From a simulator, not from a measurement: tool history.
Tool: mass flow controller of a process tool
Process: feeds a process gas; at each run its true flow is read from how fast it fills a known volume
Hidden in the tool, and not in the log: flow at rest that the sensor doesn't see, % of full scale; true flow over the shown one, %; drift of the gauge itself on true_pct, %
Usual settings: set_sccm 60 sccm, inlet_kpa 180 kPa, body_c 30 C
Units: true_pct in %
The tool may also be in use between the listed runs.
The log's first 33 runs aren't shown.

run,day,set_sccm,inlet_kpa,body_c,hours of work since the controller was set to zero,hours of work since the controller was changed,true_pct
34,133.396,12,279,20,3013,3013,101.94
35,138.079,27,189,29,3081,3081,100.55
36,142.700,27,141,31,3149,3149,100.77
37,146.554,27,141,31,3206,3206,100.83
38,151.550,22,162,24,3279,3279,101.54
39,155.000,29,180,27,3330,3330,100.88
40,159.217,29,180,27,3392,3392,100.88
41,162.246,60,176,30,3437,3437,100.82
42,166.467,60,196,26,3499,3499,100.91
43,170.079,41,151,26,3552,3552,101.20
44,172.217,84,213,26,3583,3583,101.34
45,176.967,84,213,26,3653,3653,101.16
46,179.138,12,254,30,3685,3685,102.05
47,183.304,12,274,38,3746,3746,101.36
48,186.017,12,274,38,3786,3786,101.39

Forecast each of these 3 alternatives for the next run:
A,189.046,61,274,38,3830,3830,?
B,189.046,42,163,25,3830,3830,?
C,189.046,15,158,25,3830,3830,?

run,true_pct
A,99.58
B,101.38
C,102.56
Without the tool's hidden state the same runs would have given:
run,true_pct
A,97.52
B,99.00
C,98.34
